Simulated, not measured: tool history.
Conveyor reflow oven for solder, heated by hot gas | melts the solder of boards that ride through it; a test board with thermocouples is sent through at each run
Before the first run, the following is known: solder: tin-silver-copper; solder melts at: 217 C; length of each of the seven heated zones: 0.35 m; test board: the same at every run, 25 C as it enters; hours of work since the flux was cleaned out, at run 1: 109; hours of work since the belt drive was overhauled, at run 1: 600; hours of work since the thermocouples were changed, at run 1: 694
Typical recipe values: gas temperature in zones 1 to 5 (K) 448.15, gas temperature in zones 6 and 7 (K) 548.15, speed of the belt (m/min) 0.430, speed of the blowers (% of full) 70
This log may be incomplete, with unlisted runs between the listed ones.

run,hour,gas temperature in zones 1 to 5 (K),gas temperature in zones 6 and 7 (K),speed of the belt (m/min),speed of the blowers (% of full),hours of work since the flux was cleaned out,hours of work since the belt drive was overhauled,hours of work since the thermocouples were changed,highest temperature of the board (K),time above the solder's melting point (s)
1,0.0,448.15,548.15,0.430,70,109,600,694,538.35,85.3
2,14.8,448.15,548.15,0.430,70,119,610,705,538.15,85.1
3,26.9,448.15,548.15,0.493,70,128,619,714,534.25,71.3
4,49.5,448.15,548.15,0.493,70,144,635,730,534.55,71.0
5,70.4,448.15,548.15,0.372,70,159,650,745,541.35,101.6
6,93.9,437.15,548.15,0.430,70,176,667,762,536.85,79.6
# hour 105.4: thermocouples of zones 6 and 7 changed
7,109.9,437.15,548.15,0.430,70,186,677,3,535.25,79.5
8,121.2,448.15,548.15,0.430,70,195,686,11,537.15,84.5
9,145.4,448.15,548.15,0.430,70,212,703,29,537.25,84.5
# hour 150.8: belt drive overhauled, speed set with a stopwatch
10,170.0,448.15,548.15,0.430,70,227,14,44,536.35,84.6
11,194.5,448.15,548.15,0.430,70,245,32,61,536.95,84.5
12,214.7,448.15,548.15,0.430,84,259,46,76,539.45,86.3
13,230.3,448.15,548.15,0.430,84,270,57,87,538.65,86.3
14,249.7,448.15,548.15,0.430,84,284,71,101,538.75,86.6
# hour 255.7: belt drive overhauled, speed set with a stopwatch, once more
15,276.3,448.15,548.15,0.430,84,301,15,118,538.95,85.0
16,293.5,456.15,548.15,0.436,85,313,27,130,539.25,87.8
17,318.1,451.15,540.15,0.519,68,331,45,148,523.05,59.5
18,336.8,462.15,548.15,0.430,51,344,58,161,533.45,87.1
19,354.1,462.15,548.15,0.381,51,357,71,174,537.15,102.2
20,377.8,436.15,548.15,0.499,51,374,88,191,522.25,54.1
21,398.6,435.15,547.15,0.435,87,389,103,206,536.15,77.8
22,417.2,435.15,547.15,0.435,87,402,116,219,536.05,77.6
23,431.1,435.15,547.15,0.435,70,412,127,229,532.15,74.4
# hour 437.2: flux residue cleaned out of gas plates and filters
24,454.9,435.15,547.15,0.353,77,13,140,243,541.75,102.7
25,478.1,440.15,552.15,0.347,79,29,157,260,547.25,109.3
26,501.6,440.15,552.15,0.390,79,46,174,277,545.05,95.5
27,524.5,440.15,552.15,0.370,61,63,190,293,542.45,98.9
28,546.6,440.15,552.15,0.370,61,79,206,309,542.55,98.7
29,566.5,440.15,540.15,0.370,87,93,221,323,535.15,95.9
30,583.1,455.15,540.15,0.352,67,105,233,335,534.95,106.4

Entry by entry between the runs, the difference in hidden state between the last listed run before and the first listed run after:
Between runs 6 and 7: thermocouples of zones 6 and 7 changed (hour 105.4)
  heat that the gas passes to the board, % of a clean oven's: 93.1 -> 92.7; belt's true speed, % of the reading: 99.34 -> 99.33; true gas temperature in zones 6 and 7 over the reading, C: 1.32 -> 0.08
  measured minus no-state result, highest temperature of the board (K): +0.10 -> -1.20; time above the solder's melting point (s): +0.3 -> -0.5
Between runs 9 and 10: belt drive overhauled, speed set with a stopwatch (hour 150.8)
  heat that the gas passes to the board, % of a clean oven's: 91.8 -> 91.3; belt's true speed, % of the reading: 99.31 -> 98.88; true gas temperature in zones 6 and 7 over the reading, C: 0.12 -> 0.15
  measured minus no-state result, highest temperature of the board (K): -1.10 -> -1.10; time above the solder's melting point (s): -0.4 -> +0.0
Between runs 14 and 15: belt drive overhauled, speed set with a stopwatch, once more (hour 255.7)
  heat that the gas passes to the board, % of a clean oven's: 89.4 -> 88.8; belt's true speed, % of the reading: 98.83 -> 99.91; true gas temperature in zones 6 and 7 over the reading, C: 0.24 -> 0.26
  measured minus no-state result, highest temperature of the board (K): -1.40 -> -1.80; time above the solder's melting point (s): -0.1 -> -1.4
Between runs 23 and 24: flux residue cleaned out of gas plates and filters (hour 437.2)
  heat that the gas passes to the board, % of a clean oven's: 85.3 -> 99.4; belt's true speed, % of the reading: 99.81 -> 99.8; true gas temperature in zones 6 and 7 over the reading, C: 0.44 -> 0.46
  measured minus no-state result, highest temperature of the board (K): -2.70 -> +0.40; time above the solder's melting point (s): -2.6 -> +0.4
